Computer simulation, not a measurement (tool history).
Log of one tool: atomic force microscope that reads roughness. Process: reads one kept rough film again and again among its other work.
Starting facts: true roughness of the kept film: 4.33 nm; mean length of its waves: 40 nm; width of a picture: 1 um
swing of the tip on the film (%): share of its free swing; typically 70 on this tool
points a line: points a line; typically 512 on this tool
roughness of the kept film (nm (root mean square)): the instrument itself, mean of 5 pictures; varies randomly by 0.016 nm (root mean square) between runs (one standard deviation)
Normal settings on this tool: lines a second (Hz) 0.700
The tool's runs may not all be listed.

| run | hour | lines a second (Hz) | swing of the tip on the film (%) | points a line | roughness of the kept film (nm (root mean square)) |
|---|---|---|---|---|---|
| 1 | 0.0 | 0.700 | 70 | 512 | 3.485 |
| 2 | 3.8 | 0.700 | 71 | 512 | 3.500 |
| 3 | 9.7 | 0.700 | 58 | 512 | 3.568 |
| 4 | 16.6 | 0.700 | 58 | 512 | 3.514 |
| 5 | 20.6 | 0.700 | 58 | 512 | 3.484 |
| 6 | 28.9 | 0.700 | 58 | 512 | 3.462 |
| 7 | 33.1 | 0.700 | 79 | 512 | 3.364 |
| 8 | 37.0 | 0.700 | 79 | 512 | 3.357 |
| 9 | 45.0 | 0.700 | 88 | 512 | 3.275 |
| 10 | 50.6 | 0.700 | 88 | 512 | 3.277 |
| 11 | 57.1 | 0.700 | 70 | 717 | 3.371 |
| 12 | 64.5 | 0.700 | 70 | 717 | 3.341 |
| 13 | 71.3 | 0.700 | 73 | 512 | 3.324 |
| 14 | 79.9 | 0.700 | 73 | 512 | 3.256 |
| 15 | 85.2 | 0.700 | 73 | 512 | 3.300 |
| 16 | 94.2 | 0.700 | 73 | 512 | 3.263 |
| 17 | 99.4 | 0.700 | 73 | 512 | 3.237 |
| 18 | 106.4 | 0.700 | 73 | 512 | 3.222 |
| 19 | 115.2 | 0.700 | 70 | 512 | 3.201 |
| 20 | 122.7 | 2.079 | 70 | 512 | 3.034 |
|  | 130.1 | new tip fitted |
| 21 | 130.6 | 0.754 | 70 | 512 | 3.783 |
| 22 | 135.3 | 0.700 | 70 | 628 | 3.754 |
| 23 | 143.4 | 0.700 | 70 | 450 | 3.738 |
| 24 | 148.0 | 0.700 | 70 | 450 | 3.746 |
| 25 | 153.7 | 0.700 | 81 | 512 | 3.639 |
| 26 | 159.3 | 0.700 | 81 | 512 | 3.628 |
| 27 | 166.7 | 0.900 | 70 | 576 | 3.667 |
| 28 | 175.0 | 0.900 | 70 | 576 | 3.621 |
| 29 | 178.7 | 0.900 | 83 | 576 | 3.518 |
| 30 | 185.3 | 0.900 | 83 | 576 | 3.491 |
| 31 | 193.9 | 0.571 | 59 | 381 | 3.628 |
| 32 | 198.4 | 2.370 | 62 | 512 | 3.475 |
| 33 | 205.2 | 0.715 | 83 | 512 | 3.502 |
| 34 | 211.5 | 0.881 | 77 | 512 | 3.470 |
| 35 | 219.7 | 0.881 | 77 | 512 | 3.456 |
| 36 | 223.9 | 2.176 | 70 | 512 | 3.317 |
| 37 | 227.7 | 2.176 | 70 | 512 | 3.303 |
| 38 | 236.2 | 1.082 | 81 | 529 | 3.345 |
| 39 | 242.3 | 0.615 | 71 | 436 | 3.465 |
| 40 | 246.9 | 1.477 | 58 | 322 | 3.420 |
| 41 | 254.0 | 0.722 | 58 | 417 | 3.446 |
| 42 | 261.0 | 0.722 | 58 | 417 | 3.424 |
| 43 | 266.3 | 0.720 | 68 | 401 | 3.392 |
| 44 | 270.4 | 1.409 | 68 | 401 | 3.312 |
| 45 | 274.9 | 1.700 | 88 | 815 | 3.005 |
| 46 | 279.7 | 0.700 | 79 | 259 | 3.265 |
| 47 | 286.1 | 0.712 | 67 | 259 | 3.335 |
| 48 | 292.7 | 1.513 | 70 | 687 | 3.228 |
| 49 | 301.5 | 1.513 | 70 | 687 | 3.215 |
| 50 | 306.1 | 3.316 | 61 | 651 | 3.175 |
| 51 | 312.4 | 3.316 | 61 | 651 | 3.138 |
| 52 | 320.5 | 3.316 | 61 | 651 | 3.113 |

Per-run results on a tool with no hidden state, each run keeping its own random variation:
Unlogged tool condition in this case: radius of the tip, nm; height scale over the true one, %; drift of the gauge itself on roughness_nm, %.
| run | roughness of the kept film (nm (root mean square)) |
|---|---|
| 1 | 3.778 |
| 2 | 3.805 |
| 3 | 3.898 |
| 4 | 3.861 |
| 5 | 3.839 |
| 6 | 3.841 |
| 7 | 3.744 |
| 8 | 3.747 |
| 9 | 3.675 |
| 10 | 3.695 |
| 11 | 3.822 |
| 12 | 3.812 |
| 13 | 3.813 |
| 14 | 3.763 |
| 15 | 3.826 |
| 16 | 3.812 |
| 17 | 3.797 |
| 18 | 3.800 |
| 19 | 3.802 |
| 20 | 3.624 |
| 21 | 3.799 |
| 22 | 3.788 |
| 23 | 3.794 |
| 24 | 3.817 |
| 25 | 3.728 |
| 26 | 3.734 |
| 27 | 3.799 |
| 28 | 3.780 |
| 29 | 3.685 |
| 30 | 3.675 |
| 31 | 3.850 |
| 32 | 3.699 |
| 33 | 3.751 |
| 34 | 3.736 |
| 35 | 3.743 |
| 36 | 3.607 |
| 37 | 3.602 |
| 38 | 3.672 |
| 39 | 3.825 |
| 40 | 3.788 |
| 41 | 3.838 |
| 42 | 3.837 |
| 43 | 3.817 |
| 44 | 3.742 |
| 45 | 3.407 |
| 46 | 3.716 |
| 47 | 3.816 |
| 48 | 3.710 |
| 49 | 3.717 |
| 50 | 3.686 |
| 51 | 3.661 |
| 52 | 3.657 |
